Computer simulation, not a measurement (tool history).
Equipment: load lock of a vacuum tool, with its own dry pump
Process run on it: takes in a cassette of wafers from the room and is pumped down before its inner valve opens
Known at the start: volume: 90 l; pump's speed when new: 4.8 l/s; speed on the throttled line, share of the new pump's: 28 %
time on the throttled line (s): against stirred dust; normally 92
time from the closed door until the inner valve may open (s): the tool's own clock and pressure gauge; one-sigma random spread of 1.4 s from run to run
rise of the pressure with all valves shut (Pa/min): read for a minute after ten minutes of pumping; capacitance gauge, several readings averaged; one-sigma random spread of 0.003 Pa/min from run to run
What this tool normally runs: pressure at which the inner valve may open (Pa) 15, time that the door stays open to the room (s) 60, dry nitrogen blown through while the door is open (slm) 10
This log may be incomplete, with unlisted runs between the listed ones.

run	hour	time on the throttled line (s)	pressure at which the inner valve may open (Pa)	time that the door stays open to the room (s)	dry nitrogen blown through while the door is open (slm)	incoming humidity of the room's air, %	time from the closed door until the inner valve may open (s)	rise of the pressure with all valves shut (Pa/min)
1	0	92	15	60	10	47.7	232.6	0.135
2	128.4	92	21	60	10	46.3	228.8	0.15
3	240	92	21	60	10	46.2	229.1	0.15
4	411.7	92	29	60	10	41.7	221	0.158
5	579.1	92	15	70	10	46.4	236.4	0.171
6	785.2	92	15	70	10	46.3	235.8	0.182
7	948.8	92	15	70	10	43	239.1	0.182
8	1151.2	92	15	60	27	43.3	234.5	0.191
9	1265.6	92	15	60	27	42.5	236.6	0.201
10	1420.5	92	11	60	10	42.3	243.2	0.21
11	1579.2	92	15	60	10	50.9	236.5	0.23
12	1673	92	15	60	10	44.9	240	0.234
13	1819.5	92	15	60	10	44.4	237.7	0.238
14	1958	92	15	60	10	45.2	238.1	0.258
15	2136.1	92	15	60	10	47.1	237.8	0.259
16	2280.1	92	15	117	10	46.7	237.9	0.288
17	2410.3	92	15	117	10	45.4	239.6	0.291
18	2567.8	92	15	117	10	42.2	237.6	0.312
19	2722.3	92	15	117	10	45.7	239.3	0.317
20	2917.8	47	25	60	21	47.1	194.8	0.31
21	3138.2	47	25	60	21	44.2	195.9	0.329
22	3319.7	47	25	60	21	45.1	197.8	0.345
23	3424.3	47	25	60	21	45.4	198.2	0.362
24	3569	47	25	60	21	42	197.8	0.373
25	3679.4	98	22	155	5	42.7	236.3	0.405
26	3868.6	121	16	55	5	49.5	259.3	0.413
27	4032.1	92	29	64	10	52.2	227.5	0.413
28	4149.7	92	15	60	6	44.7	241.7	0.433
29	4320.4	92	15	60	6	43.4	242.4	0.449
30	4416.8	92	15	60	6	46.4	242.5	0.456
31	4561.6	112	14	209	14	44.2	258.8	0.477
32	4713	112	23	178	42	42	243.8	0.472
33	4929.5	112	23	178	42	45.3	247.5	0.489
34	5099.2	122	23	69	33	43.8	255.2	0.504
35	5289.3	92	15	54	43	46.2	246.4	0.531
36	5506.8	92	15	54	43	45.9	243.8	0.541

Some steps in time from the closed door until the inner valve may open (s), run to run, broken into two amounts with sign: the step expected even without the hidden condition (settings, incoming material, random variation), and the rest, left for the hidden condition together with whatever gauge scatter is not in both the measured and the hidden-condition-free result:
The hidden state here: pump's speed, % of a new pump's; leak at the door's seal, Pa l/s; drift of the gauge itself on ready_s, %; drift of the gauge itself on rise_pa_min, %.
Run 9 -> 10: pressure at which the inner valve may open (Pa) 15 -> 11, dry nitrogen blown through while the door is open (slm) 27 -> 10. time from the closed door until the inner valve may open (s) +6.6: hidden state +0.7, all else +5.9.
Run 19 -> 20: time on the throttled line (s) 92 -> 47, pressure at which the inner valve may open (Pa) 15 -> 25, time that the door stays open to the room (s) 117 -> 60, dry nitrogen blown through while the door is open (slm) 10 -> 21. time from the closed door until the inner valve may open (s) -44.5: hidden state +0.3, all else -44.8.
Run 24 -> 25: time on the throttled line (s) 47 -> 98, pressure at which the inner valve may open (Pa) 25 -> 22, time that the door stays open to the room (s) 60 -> 155, dry nitrogen blown through while the door is open (slm) 21 -> 5. time from the closed door until the inner valve may open (s) +38.5: hidden state -0.4, all else +38.9.
Run 26 -> 27: time on the throttled line (s) 121 -> 92, pressure at which the inner valve may open (Pa) 16 -> 29, time that the door stays open to the room (s) 55 -> 64, dry nitrogen blown through while the door is open (slm) 5 -> 10. time from the closed door until the inner valve may open (s) -31.8: hidden state -0.3, all else -31.5.
Run 27 -> 28: pressure at which the inner valve may open (Pa) 29 -> 15, time that the door stays open to the room (s) 64 -> 60, dry nitrogen blown through while the door is open (slm) 10 -> 6. time from the closed door until the inner valve may open (s) +14.2: hidden state +1.3, all else +12.9.
Run 34 -> 35: time on the throttled line (s) 122 -> 92, pressure at which the inner valve may open (Pa) 23 -> 15, time that the door stays open to the room (s) 69 -> 54, dry nitrogen blown through while the door is open (slm) 33 -> 43. time from the closed door until the inner valve may open (s) -8.8: hidden state +1.9, all else -10.7.
